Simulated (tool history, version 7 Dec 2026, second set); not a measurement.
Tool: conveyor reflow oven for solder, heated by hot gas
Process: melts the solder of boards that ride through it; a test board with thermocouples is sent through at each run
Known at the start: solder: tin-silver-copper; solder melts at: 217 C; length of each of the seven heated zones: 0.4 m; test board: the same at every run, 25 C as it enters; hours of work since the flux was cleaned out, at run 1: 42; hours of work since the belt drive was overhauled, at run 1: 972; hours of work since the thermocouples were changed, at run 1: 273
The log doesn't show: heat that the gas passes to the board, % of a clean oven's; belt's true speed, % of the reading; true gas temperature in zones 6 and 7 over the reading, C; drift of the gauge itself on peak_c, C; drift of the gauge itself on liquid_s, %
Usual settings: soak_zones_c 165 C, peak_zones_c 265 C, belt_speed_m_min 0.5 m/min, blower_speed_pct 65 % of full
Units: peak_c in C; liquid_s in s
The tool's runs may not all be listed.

run    hour  soak_zones_c  peak_zones_c  belt_speed_m_min  blower_speed_pct  hours of work since the flux was cleaned out  hours of work since the belt drive was overhauled  hours of work since the thermocouples were changed  peak_c  liquid_s
  1       0           165           265               0.5                65                                            42                                                972                                                 273   252.7      71.3
  2    71.3           165           265               0.5                65                                            88                                               1019                                                 320   252.7      71.8
  3   131.6           165           265               0.5                65                                           128                                               1058                                                 359   253.3      71.1
  4   188.3           165           265               0.5                65                                           165                                               1095                                                 396   252.8      71.1
  5   224.8           165           265               0.5                65                                           189                                               1119                                                 420   252.4      70.9
  6   273.5           165           265               0.5                65                                           221                                               1151                                                 452   252.7      71.3
  7   341.9           165           265               0.5                65                                           265                                               1196                                                 497   252.6      71.2
      363.6  -- flux residue cleaned out of gas plates and filters
  8   382.9           158           265               0.5                65                                            13                                               1219                                                 520   251.1      67.3
  9   462.7           163           265               0.5                65                                            65                                               1271                                                 572   251.8      69.4
 10   500.5           163           265               0.5                65                                            90                                               1296                                                 597   252.2      70.2
 11     581           163           278               0.5                65                                           142                                               1349                                                 650   263.8      80.1
 12   633.3           163           278               0.5                59                                           176                                               1383                                                 684   262.4      77.9
      652.3  -- belt drive overhauled, speed set with a stopwatch
      654.3  -- thermocouples of zones 6 and 7 changed
 13   688.1           165           265               0.5                76                                           208                                                 22                                                  22     252      69.7
 14   742.4           165           265               0.5                74                                           244                                                 58                                                  58   251.5      69.2
      799.2  -- flux residue cleaned out of gas plates and filters, once more
 15   799.2           165           265               0.5                74                                             0                                                 91                                                  91   253.6      71.5
 16   851.6           165           265               0.5                74                                            34                                                126                                                 126   253.4      71.5
 17   894.9           165           265             0.549                65                                            63                                                154                                                 154   248.8      59.8
 18   933.3           165           256             0.542                79                                            88                                                179                                                 179   244.2      56.9
 19  1004.4           165           256             0.523                79                                           134                                                226                                                 226   245.2      61.1
 20  1045.9           155           269               0.5                81                                           161                                                253                                                 253   257.4      71.7
 21  1104.3           154           260             0.465                79                                           200                                                291                                                 291   250.3      71.4
 22  1150.4           154           260             0.465                79                                           230                                                321                                                 321   250.7      71.7
 23  1185.2           167           278             0.593                73                                           252                                                344                                                 344   260.1      63.6
 24  1218.8           167           278             0.587                73                                           274                                                366                                                 366   260.7      64.7
     1230.9  -- flux residue cleaned out of gas plates and filters
 25  1267.1           165           279             0.488                65                                            24                                                394                                                 394   266.2      82.2
 26  1345.4           165           273             0.452                82                                            75                                                445                                                 445   265.7      90.5
 27    1389           165           273             0.452                82                                           103                                                474                                                 474   265.9        90
 28    1470           165           276             0.537                65                                           156                                                527                                                 527   260.3      70.4
 29  1548.2           165           276             0.537                65                                           207                                                578                                                 578   260.5      70.9

Forecast each of these 4 alternatives for the next run:
  A  1621.5           176           278               0.5                71                                           255                                                626                                                 626       ?         ?
  B  1621.5           165           268             0.578                55                                           255                                                626                                                 626       ?         ?
  C  1621.5           171           265             0.515                65                                           255                                                626                                                 626       ?         ?
  D  1621.5           156           265               0.5                78                                           255                                                626                                                 626       ?         ?

run  peak_c  liquid_s
  A   266.9      85.4
  B   247.2      53.7
  C   252.8      70.6
  D     254      69.1
Without the tool's hidden state the same runs would have given:
run  peak_c  liquid_s
  A   266.6      84.4
  B   246.9      53.1
  C   252.4      69.8
  D   253.7      68.5
